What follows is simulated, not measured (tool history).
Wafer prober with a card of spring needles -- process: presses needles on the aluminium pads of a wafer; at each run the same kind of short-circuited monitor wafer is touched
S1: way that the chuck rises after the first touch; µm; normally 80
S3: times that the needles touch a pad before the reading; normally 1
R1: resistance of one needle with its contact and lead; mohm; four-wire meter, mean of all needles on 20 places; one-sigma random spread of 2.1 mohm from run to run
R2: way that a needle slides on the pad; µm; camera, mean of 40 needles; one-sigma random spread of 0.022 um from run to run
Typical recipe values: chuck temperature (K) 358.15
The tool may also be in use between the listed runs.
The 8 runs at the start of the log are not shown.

{"hour": 55.1, "done": "tips cleaned on abrasive film"}
{"hour": 57.0, "done": "tips cleaned on abrasive film, once more"}
{"run": 9, "hour": 58.5, "S1": 80, "chuck temperature (K)": 358.15, "S3": 1, "R1": 247, "R2": 9.62}
{"run": 10, "hour": 67.3, "S1": 80, "chuck temperature (K)": 358.15, "S3": 1, "R1": 267, "R2": 9.64}
{"hour": 70.7, "done": "tips cleaned on abrasive film"}
{"run": 11, "hour": 73.4, "S1": 80, "chuck temperature (K)": 358.15, "S3": 1, "R1": 250, "R2": 9.62}
{"run": 12, "hour": 79.1, "S1": 80, "chuck temperature (K)": 358.15, "S3": 1, "R1": 262, "R2": 9.63}
{"hour": 84.7, "done": "tips cleaned on abrasive film"}
{"run": 13, "hour": 90.9, "S1": 80, "chuck temperature (K)": 358.15, "S3": 1, "R1": 263, "R2": 9.62}
{"run": 14, "hour": 97.0, "S1": 75, "chuck temperature (K)": 358.15, "S3": 1, "R1": 274, "R2": 9.02}
{"hour": 98.1, "done": "tips cleaned on abrasive film"}
{"run": 15, "hour": 104.7, "S1": 75, "chuck temperature (K)": 358.15, "S3": 1, "R1": 273, "R2": 8.98}
{"hour": 112.1, "done": "tips cleaned on abrasive film"}
{"run": 16, "hour": 113.2, "S1": 80, "chuck temperature (K)": 358.15, "S3": 1, "R1": 246, "R2": 9.6}
{"run": 17, "hour": 118.1, "S1": 80, "chuck temperature (K)": 358.15, "S3": 1, "R1": 262, "R2": 9.6}
{"hour": 125.9, "done": "tips cleaned on abrasive film"}
{"run": 18, "hour": 128.8, "S1": 80, "chuck temperature (K)": 357.15, "S3": 1, "R1": 254, "R2": 9.57}
{"run": 19, "hour": 133.8, "S1": 70, "chuck temperature (K)": 313.15, "S3": 1, "R1": 267, "R2": 8.34}
{"hour": 139.9, "done": "tips cleaned on abrasive film"}
{"run": 20, "hour": 141.1, "S1": 84, "chuck temperature (K)": 320.15, "S3": 1, "R1": 237, "R2": 10.04}
{"run": 21, "hour": 148.5, "S1": 92, "chuck temperature (K)": 321.15, "S3": 1, "R1": 250, "R2": 11.04}
{"hour": 153.8, "done": "tips cleaned on abrasive film"}
{"run": 22, "hour": 153.8, "S1": 80, "chuck temperature (K)": 306.15, "S3": 1, "R1": 225, "R2": 9.56}
{"run": 23, "hour": 161.5, "S1": 80, "chuck temperature (K)": 306.15, "S3": 1, "R1": 259, "R2": 9.53}
{"run": 24, "hour": 167.0, "S1": 73, "chuck temperature (K)": 382.15, "S3": 2, "R1": 267, "R2": 8.65}
{"hour": 168.0, "done": "tips cleaned on abrasive film"}
{"run": 25, "hour": 174.0, "S1": 73, "chuck temperature (K)": 382.15, "S3": 2, "R1": 261, "R2": 8.65}
{"hour": 182.2, "done": "tips cleaned on abrasive film"}
{"run": 26, "hour": 184.8, "S1": 78, "chuck temperature (K)": 358.15, "S3": 1, "R1": 255, "R2": 9.27}
{"run": 27, "hour": 194.6, "S1": 69, "chuck temperature (K)": 298.15, "S3": 1, "R1": 268, "R2": 8.18}
{"hour": 195.6, "done": "tips cleaned on abrasive film"}
{"run": 28, "hour": 205.1, "S1": 78, "chuck temperature (K)": 313.15, "S3": 2, "R1": 248, "R2": 9.25}
{"hour": 209.1, "done": "tips cleaned on abrasive film"}
{"hour": 209.4, "done": "height of the first contact set anew"}
{"run": 29, "hour": 214.0, "S1": 80, "chuck temperature (K)": 358.15, "S3": 3, "R1": 247, "R2": 9.82}

Run 30 comes next. What will it give?
{"hour": 223.4, "done": "tips cleaned on abrasive film"}
{"run": 30, "hour": 224.3, "S1": 80, "chuck temperature (K)": 358.15, "S3": 3, "R1": "?", "R2": "?"}

{"run 30": {"R1": 240, "R2": 9.82}}
If the tool had no hidden condition, the same run with the same run-to-run variation would have returned R1 237 mohm, R2 9.83 µm.

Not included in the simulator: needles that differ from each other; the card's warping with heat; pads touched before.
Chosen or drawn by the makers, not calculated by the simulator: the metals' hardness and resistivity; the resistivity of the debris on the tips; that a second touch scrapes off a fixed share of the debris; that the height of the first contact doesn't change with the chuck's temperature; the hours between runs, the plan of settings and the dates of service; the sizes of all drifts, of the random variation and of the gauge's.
